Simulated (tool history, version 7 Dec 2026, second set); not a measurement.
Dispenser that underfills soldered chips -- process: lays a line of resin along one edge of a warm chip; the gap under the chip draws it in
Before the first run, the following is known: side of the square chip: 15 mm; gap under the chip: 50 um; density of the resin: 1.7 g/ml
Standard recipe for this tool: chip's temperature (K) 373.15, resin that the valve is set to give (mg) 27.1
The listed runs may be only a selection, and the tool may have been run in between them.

| run | day | chip's temperature (K) | resin that the valve is set to give (mg) | time until the resin shows at the far edge (s) | resin that the valve gave (mg) |
|---|---|---|---|---|---|
| 1 | 0.000 | 373.15 | 27.1 | 244.4 | 25.84 |
|  | 0.121 | new syringe of resin |
| 2 | 0.217 | 373.15 | 27.1 | 206.4 | 25.70 |
| 3 | 0.429 | 373.15 | 27.1 | 238.9 | 25.61 |
| 4 | 0.579 | 373.15 | 27.1 | 263.4 | 25.53 |
|  | 0.612 | new syringe of resin |
| 5 | 0.775 | 373.15 | 27.1 | 216.9 | 25.45 |
| 6 | 0.992 | 372.15 | 27.1 | 258.3 | 25.49 |
|  | 1.108 | new syringe of resin |
| 7 | 1.192 | 372.15 | 27.1 | 214.1 | 25.37 |
| 8 | 1.346 | 372.15 | 27.1 | 236.4 | 25.41 |
| 9 | 1.525 | 372.15 | 27.1 | 266.9 | 25.04 |
|  | 1.612 | new syringe of resin |
|  | 1.654 | dispensing valve cleaned and set on the balance |
| 10 | 1.788 | 373.15 | 27.1 | 210.5 | 27.14 |
| 11 | 1.979 | 373.15 | 27.1 | 238.5 | 27.14 |
|  | 2.142 | new syringe of resin |
| 12 | 2.275 | 373.15 | 27.1 | 209.3 | 26.75 |
| 13 | 2.508 | 373.15 | 27.1 | 243.9 | 26.78 |
|  | 2.638 | new syringe of resin |
| 14 | 2.758 | 373.15 | 26.0 | 204.5 | 25.62 |
| 15 | 2.925 | 369.15 | 27.1 | 268.2 | 26.75 |
| 16 | 3.071 | 369.15 | 27.1 | 295.0 | 26.68 |
|  | 3.125 | new syringe of resin |
| 17 | 3.362 | 369.15 | 27.1 | 262.4 | 26.24 |
|  | 3.617 | new syringe of resin |
| 18 | 3.662 | 369.15 | 27.1 | 232.7 | 26.39 |
| 19 | 3.879 | 371.15 | 28.6 | 241.7 | 27.69 |
|  | 4.117 | new syringe of resin |
| 20 | 4.171 | 376.15 | 29.9 | 168.3 | 28.68 |
| 21 | 4.304 | 371.15 | 24.7 | 237.7 | 23.68 |
|  | 4.608 | new syringe of resin |
| 22 | 4.608 | 371.15 | 35.0 | 198.3 | 33.49 |
| 23 | 4.779 | 383.15 | 25.9 | 142.6 | 24.57 |
| 24 | 4.979 | 385.15 | 33.6 | 142.7 | 32.03 |
|  | 5.092 | new syringe of resin |
| 25 | 5.192 | 386.15 | 25.0 | 126.1 | 23.64 |
| 26 | 5.392 | 370.15 | 27.1 | 261.4 | 25.56 |
|  | 5.592 | new syringe of resin |
| 27 | 5.642 | 378.15 | 28.9 | 155.9 | 27.03 |
| 28 | 5.875 | 378.15 | 28.9 | 184.4 | 26.85 |
|  | 6.088 | new syringe of resin |
| 29 | 6.088 | 385.15 | 30.8 | 116.1 | 29.09 |
| 30 | 6.379 | 375.15 | 24.6 | 218.6 | 22.91 |
|  | 6.558 | dispensing valve cleaned and set on the balance |
|  | 6.625 | new syringe of resin |
| 31 | 6.704 | 386.15 | 32.9 | 111.8 | 32.79 |
| 32 | 6.975 | 369.15 | 23.1 | 291.2 | 23.02 |
|  | 7.121 | new syringe of resin |
| 33 | 7.150 | 369.15 | 23.1 | 239.1 | 23.13 |
| 34 | 7.325 | 369.15 | 29.0 | 251.5 | 28.74 |
| 35 | 7.579 | 375.15 | 25.5 | 237.7 | 25.32 |
|  | 7.621 | new syringe of resin |
| 36 | 7.808 | 361.15 | 23.4 | 363.0 | 23.09 |

Below are 3 alternative next runs, each starting from the tool's condition after run 36. Predict each:
| A | 8.050 | 373.15 | 25.9 | ? | ? |
| B | 8.050 | 381.15 | 33.2 | ? | ? |
| C | 8.050 | 378.15 | 24.4 | ? | ? |

| run | time until the resin shows at the far edge (s) | resin that the valve gave (mg) |
|---|---|---|
| A | 246.4 | 25.31 |
| B | 169.1 | 32.45 |
| C | 202.0 | 23.77 |
The same runs, with their run-to-run variation unchanged, on a tool lacking any hidden condition would have given:
| run | time until the resin shows at the far edge (s) | resin that the valve gave (mg) |
|---|---|---|
| A | 203.1 | 25.80 |
| B | 139.4 | 33.07 |
| C | 165.9 | 24.23 |
